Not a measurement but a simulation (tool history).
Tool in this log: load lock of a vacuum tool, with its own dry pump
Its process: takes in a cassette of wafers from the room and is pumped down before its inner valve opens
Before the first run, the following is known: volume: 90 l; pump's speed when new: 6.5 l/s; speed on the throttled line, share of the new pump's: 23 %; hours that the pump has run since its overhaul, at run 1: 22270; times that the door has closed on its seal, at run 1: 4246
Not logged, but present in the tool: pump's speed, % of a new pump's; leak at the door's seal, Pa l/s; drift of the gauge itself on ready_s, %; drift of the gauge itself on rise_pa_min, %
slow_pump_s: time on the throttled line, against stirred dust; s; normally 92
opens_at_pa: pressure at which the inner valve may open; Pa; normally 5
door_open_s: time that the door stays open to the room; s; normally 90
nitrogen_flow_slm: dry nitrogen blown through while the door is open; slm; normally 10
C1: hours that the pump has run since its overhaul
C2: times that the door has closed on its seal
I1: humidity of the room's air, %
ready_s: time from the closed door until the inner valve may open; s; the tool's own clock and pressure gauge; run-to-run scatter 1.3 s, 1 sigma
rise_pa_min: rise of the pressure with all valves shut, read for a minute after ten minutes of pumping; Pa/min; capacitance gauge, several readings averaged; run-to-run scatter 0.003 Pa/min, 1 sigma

run 1 hour=0 | slow_pump_s=92 opens_at_pa=5 door_open_s=90 nitrogen_flow_slm=10 | C1=22270 C2=4246 | I1=45.6 | ready_s=210.5 rise_pa_min=0.029
run 2 hour=70.7 | slow_pump_s=92 opens_at_pa=5 door_open_s=93 nitrogen_flow_slm=10 | C1=22340 C2=4337 | I1=44.5 | ready_s=208.4 rise_pa_min=0.03
run 3 hour=141.4 | slow_pump_s=92 opens_at_pa=5 door_open_s=93 nitrogen_flow_slm=10 | C1=22411 C2=4427 | I1=45.6 | ready_s=211.8 rise_pa_min=0.037
run 4 hour=199.8 | slow_pump_s=92 opens_at_pa=5 door_open_s=93 nitrogen_flow_slm=10 | C1=22469 C2=4502 | I1=46.1 | ready_s=211 rise_pa_min=0.032
run 5 hour=258.4 | slow_pump_s=92 opens_at_pa=5 door_open_s=93 nitrogen_flow_slm=10 | C1=22528 C2=4577 | I1=45 | ready_s=210.2 rise_pa_min=0.031
run 6 hour=330.7 | slow_pump_s=92 opens_at_pa=5 door_open_s=93 nitrogen_flow_slm=10 | C1=22600 C2=4669 | I1=46.2 | ready_s=211.8 rise_pa_min=0.035
run 7 hour=415.7 | slow_pump_s=92 opens_at_pa=5 door_open_s=93 nitrogen_flow_slm=10 | C1=22685 C2=4778 | I1=43.8 | ready_s=211.7 rise_pa_min=0.029
run 8 hour=508.9 | slow_pump_s=92 opens_at_pa=5 door_open_s=93 nitrogen_flow_slm=10 | C1=22779 C2=4897 | I1=44.1 | ready_s=210.4 rise_pa_min=0.027
run 9 hour=588.7 | slow_pump_s=92 opens_at_pa=5 door_open_s=93 nitrogen_flow_slm=10 | C1=22858 C2=4999 | I1=42.1 | ready_s=209.5 rise_pa_min=0.024
run 10 hour=643.9 | slow_pump_s=53 opens_at_pa=5 door_open_s=90 nitrogen_flow_slm=10 | C1=22914 C2=5070 | I1=45.9 | ready_s=181.4 rise_pa_min=0.032
run 11 hour=681.8 | slow_pump_s=47 opens_at_pa=5 door_open_s=90 nitrogen_flow_slm=10 | C1=22951 C2=5118 | I1=44.2 | ready_s=174.6 rise_pa_min=0.026
run 12 hour=766.2 | slow_pump_s=92 opens_at_pa=5 door_open_s=90 nitrogen_flow_slm=10 | C1=23036 C2=5226 | I1=45.4 | ready_s=208.7 rise_pa_min=0.029
run 13 hour=840.2 | slow_pump_s=92 opens_at_pa=5 door_open_s=90 nitrogen_flow_slm=10 | C1=23110 C2=5321 | I1=47.1 | ready_s=211.3 rise_pa_min=0.034
run 14 hour=886.4 | slow_pump_s=92 opens_at_pa=5 door_open_s=90 nitrogen_flow_slm=10 | C1=23156 C2=5380 | I1=42 | ready_s=208 rise_pa_min=0.026
run 15 hour=939.5 | slow_pump_s=92 opens_at_pa=5 door_open_s=90 nitrogen_flow_slm=10 | C1=23209 C2=5448 | I1=43.3 | ready_s=208.3 rise_pa_min=0.029
run 16 hour=1031.4 | slow_pump_s=92 opens_at_pa=5 door_open_s=90 nitrogen_flow_slm=10 | C1=23301 C2=5565 | I1=44.6 | ready_s=211 rise_pa_min=0.023
-- hour=1046.2 dry pump taken out, an overhauled one fitted
run 17 hour=1117 | slow_pump_s=92 opens_at_pa=5 door_open_s=90 nitrogen_flow_slm=10 | C1=71 C2=5667 | I1=42.4 | ready_s=208.1 rise_pa_min=0.027
run 18 hour=1163.2 | slow_pump_s=66 opens_at_pa=9 door_open_s=31 nitrogen_flow_slm=36 | C1=117 C2=5726 | I1=46.6 | ready_s=182.1 rise_pa_min=0.008
run 19 hour=1201.8 | slow_pump_s=92 opens_at_pa=8 door_open_s=90 nitrogen_flow_slm=10 | C1=156 C2=5776 | I1=46.1 | ready_s=202.6 rise_pa_min=0.024
run 20 hour=1268 | slow_pump_s=92 opens_at_pa=8 door_open_s=90 nitrogen_flow_slm=10 | C1=222 C2=5860 | I1=44.9 | ready_s=203.2 rise_pa_min=0.033
run 21 hour=1333.4 | slow_pump_s=92 opens_at_pa=5 door_open_s=62 nitrogen_flow_slm=10 | C1=287 C2=5944 | I1=43.8 | ready_s=209.9 rise_pa_min=0.024
run 22 hour=1411.6 | slow_pump_s=96 opens_at_pa=5 door_open_s=118 nitrogen_flow_slm=38 | C1=365 C2=6044 | I1=45.5 | ready_s=213.3 rise_pa_min=0.023
run 23 hour=1467 | slow_pump_s=96 opens_at_pa=5 door_open_s=118 nitrogen_flow_slm=38 | C1=421 C2=6115 | I1=45.8 | ready_s=213.2 rise_pa_min=0.014
run 24 hour=1548.3 | slow_pump_s=96 opens_at_pa=6 door_open_s=118 nitrogen_flow_slm=6 | C1=502 C2=6219 | I1=46.2 | ready_s=210.3 rise_pa_min=0.046
run 25 hour=1615.3 | slow_pump_s=92 opens_at_pa=5 door_open_s=90 nitrogen_flow_slm=30 | C1=569 C2=6304 | I1=45.4 | ready_s=210 rise_pa_min=0.018
run 26 hour=1655.2 | slow_pump_s=92 opens_at_pa=5 door_open_s=90 nitrogen_flow_slm=30 | C1=609 C2=6355 | I1=43.3 | ready_s=208.4 rise_pa_min=0.018
run 27 hour=1738.9 | slow_pump_s=92 opens_at_pa=5 door_open_s=55 nitrogen_flow_slm=8 | C1=693 C2=6462 | I1=49.2 | ready_s=210.5 rise_pa_min=0.022
run 28 hour=1797.1 | slow_pump_s=101 opens_at_pa=5 door_open_s=55 nitrogen_flow_slm=11 | C1=751 C2=6537 | I1=45.5 | ready_s=216.7 rise_pa_min=0.024
run 29 hour=1882.1 | slow_pump_s=101 opens_at_pa=5 door_open_s=55 nitrogen_flow_slm=27 | C1=836 C2=6646 | I1=43.8 | ready_s=216.8 rise_pa_min=0.013
run 30 hour=1966.8 | slow_pump_s=53 opens_at_pa=5 door_open_s=61 nitrogen_flow_slm=8 | C1=921 C2=6754 | I1=47.3 | ready_s=180.5 rise_pa_min=0.025
run 31 hour=2007 | slow_pump_s=92 opens_at_pa=5 door_open_s=31 nitrogen_flow_slm=10 | C1=961 C2=6805 | I1=47.4 | ready_s=209.2 rise_pa_min=0.015
run 32 hour=2046.1 | slow_pump_s=92 opens_at_pa=5 door_open_s=31 nitrogen_flow_slm=10 | C1=1000 C2=6855 | I1=44.1 | ready_s=211 rise_pa_min=0.021
run 33 hour=2114.8 | slow_pump_s=92 opens_at_pa=7 door_open_s=27 nitrogen_flow_slm=6 | C1=1069 C2=6943 | I1=46.5 | ready_s=203.5 rise_pa_min=0.017
run 34 hour=2207.5 | slow_pump_s=137 opens_at_pa=10 door_open_s=51 nitrogen_flow_slm=20 | C1=1161 C2=7062 | I1=42.6 | ready_s=234.4 rise_pa_min=0.015

How the hidden state differs across the entries between the runs, from the last listed run before each to the first after it:
Logged between run 16 and run 17: dry pump taken out, an overhauled one fitted (hour 1046.2)
  pump's speed, % of a new pump's: 99.9 -> 100
